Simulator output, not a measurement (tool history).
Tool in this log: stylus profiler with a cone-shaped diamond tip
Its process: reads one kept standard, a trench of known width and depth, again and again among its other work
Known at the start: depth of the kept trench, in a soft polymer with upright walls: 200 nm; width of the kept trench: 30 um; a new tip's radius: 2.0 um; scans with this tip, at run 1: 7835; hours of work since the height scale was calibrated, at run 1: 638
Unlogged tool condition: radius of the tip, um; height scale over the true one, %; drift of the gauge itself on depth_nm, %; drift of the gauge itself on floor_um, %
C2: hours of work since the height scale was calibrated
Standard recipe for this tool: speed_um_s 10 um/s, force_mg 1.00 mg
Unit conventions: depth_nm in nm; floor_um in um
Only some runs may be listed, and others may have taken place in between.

{"run": 1, "hour": 0.0, "speed_um_s": 10, "force_mg": 1.0, "scans with this tip": 7835, "C2": 638, "depth_nm": 201.13, "floor_um": 27.56}
{"run": 2, "hour": 39.7, "speed_um_s": 10, "force_mg": 1.0, "scans with this tip": 8064, "C2": 657, "depth_nm": 201.13, "floor_um": 27.58}
{"run": 3, "hour": 93.1, "speed_um_s": 10, "force_mg": 0.42, "scans with this tip": 8372, "C2": 682, "depth_nm": 200.36, "floor_um": 27.56}
{"run": 4, "hour": 119.5, "speed_um_s": 10, "force_mg": 1.59, "scans with this tip": 8525, "C2": 694, "depth_nm": 201.7, "floor_um": 27.62}
{"run": 5, "hour": 155.0, "speed_um_s": 10, "force_mg": 1.59, "scans with this tip": 8729, "C2": 711, "depth_nm": 201.82, "floor_um": 27.55}
{"run": 6, "hour": 181.0, "speed_um_s": 10, "force_mg": 1.0, "scans with this tip": 8880, "C2": 723, "depth_nm": 201.17, "floor_um": 27.58}
{"run": 7, "hour": 231.7, "speed_um_s": 10, "force_mg": 1.0, "scans with this tip": 9172, "C2": 747, "depth_nm": 201.23, "floor_um": 27.54}
{"run": 8, "hour": 264.9, "speed_um_s": 10, "force_mg": 1.0, "scans with this tip": 9364, "C2": 763, "depth_nm": 201.03, "floor_um": 27.53}
{"run": 9, "hour": 317.4, "speed_um_s": 10, "force_mg": 1.0, "scans with this tip": 9667, "C2": 787, "depth_nm": 201.15, "floor_um": 27.48}
{"run": 10, "hour": 379.8, "speed_um_s": 10, "force_mg": 1.0, "scans with this tip": 10028, "C2": 817, "depth_nm": 201.07, "floor_um": 27.47}
{"hour": 382.9, "done": "height scale calibrated on a step standard"}
{"run": 11, "hour": 408.1, "speed_um_s": 10, "force_mg": 1.0, "scans with this tip": 10188, "C2": 12, "depth_nm": 200.82, "floor_um": 27.45}
{"run": 12, "hour": 465.4, "speed_um_s": 10, "force_mg": 1.0, "scans with this tip": 10518, "C2": 39, "depth_nm": 200.87, "floor_um": 27.49}
{"run": 13, "hour": 525.5, "speed_um_s": 10, "force_mg": 1.0, "scans with this tip": 10866, "C2": 67, "depth_nm": 200.85, "floor_um": 27.39}
{"run": 14, "hour": 568.3, "speed_um_s": 19, "force_mg": 0.86, "scans with this tip": 11113, "C2": 87, "depth_nm": 200.76, "floor_um": 27.32}
{"run": 15, "hour": 629.0, "speed_um_s": 3, "force_mg": 0.73, "scans with this tip": 11463, "C2": 116, "depth_nm": 200.41, "floor_um": 27.42}
{"run": 16, "hour": 661.4, "speed_um_s": 3, "force_mg": 0.73, "scans with this tip": 11650, "C2": 131, "depth_nm": 200.55, "floor_um": 27.44}
{"run": 17, "hour": 710.2, "speed_um_s": 19, "force_mg": 2.02, "scans with this tip": 11932, "C2": 154, "depth_nm": 201.73, "floor_um": 27.38}
{"hour": 733.3, "done": "height scale calibrated on a step standard, once more"}
{"run": 18, "hour": 736.8, "speed_um_s": 21, "force_mg": 0.38, "scans with this tip": 12083, "C2": 2, "depth_nm": 200.77, "floor_um": 27.15}
{"run": 19, "hour": 783.1, "speed_um_s": 21, "force_mg": 0.38, "scans with this tip": 12350, "C2": 23, "depth_nm": 200.74, "floor_um": 27.24}
{"run": 20, "hour": 832.7, "speed_um_s": 3, "force_mg": 1.13, "scans with this tip": 12636, "C2": 47, "depth_nm": 201.78, "floor_um": 27.4}
{"run": 21, "hour": 892.0, "speed_um_s": 10, "force_mg": 0.84, "scans with this tip": 12979, "C2": 75, "depth_nm": 201.35, "floor_um": 27.37}
{"run": 22, "hour": 924.2, "speed_um_s": 10, "force_mg": 0.84, "scans with this tip": 13164, "C2": 90, "depth_nm": 201.29, "floor_um": 27.3}
{"run": 23, "hour": 973.8, "speed_um_s": 14, "force_mg": 0.43, "scans with this tip": 13451, "C2": 113, "depth_nm": 200.76, "floor_um": 27.21}

Alternative continuations, all from the tool just after run 23; predict every row:
{"run": "A", "hour": 1011.0, "speed_um_s": 3, "force_mg": 0.35, "scans with this tip": 13666, "C2": 131, "depth_nm": "?", "floor_um": "?"}
{"run": "B", "hour": 1011.0, "speed_um_s": 5, "force_mg": 0.61, "scans with this tip": 13666, "C2": 131, "depth_nm": "?", "floor_um": "?"}
{"run": "C", "hour": 1011.0, "speed_um_s": 18, "force_mg": 1.16, "scans with this tip": 13666, "C2": 131, "depth_nm": "?", "floor_um": "?"}
{"run": "D", "hour": 1011.0, "speed_um_s": 4, "force_mg": 1.03, "scans with this tip": 13666, "C2": 131, "depth_nm": "?", "floor_um": "?"}
{"run": "E", "hour": 1011.0, "speed_um_s": 14, "force_mg": 1.28, "scans with this tip": 13666, "C2": 131, "depth_nm": "?", "floor_um": "?"}

run=A depth_nm=200.80 floor_um=27.31
run=B depth_nm=201.10 floor_um=27.28
run=C depth_nm=201.65 floor_um=27.17
run=D depth_nm=201.42 floor_um=27.31
run=E depth_nm=201.98 floor_um=27.25
Without the tool's hidden state the same runs would have given:
run=A depth_nm=200.91 floor_um=28.23
run=B depth_nm=201.20 floor_um=28.21
run=C depth_nm=201.75 floor_um=28.10
run=D depth_nm=201.53 floor_um=28.23
run=E depth_nm=202.08 floor_um=28.18
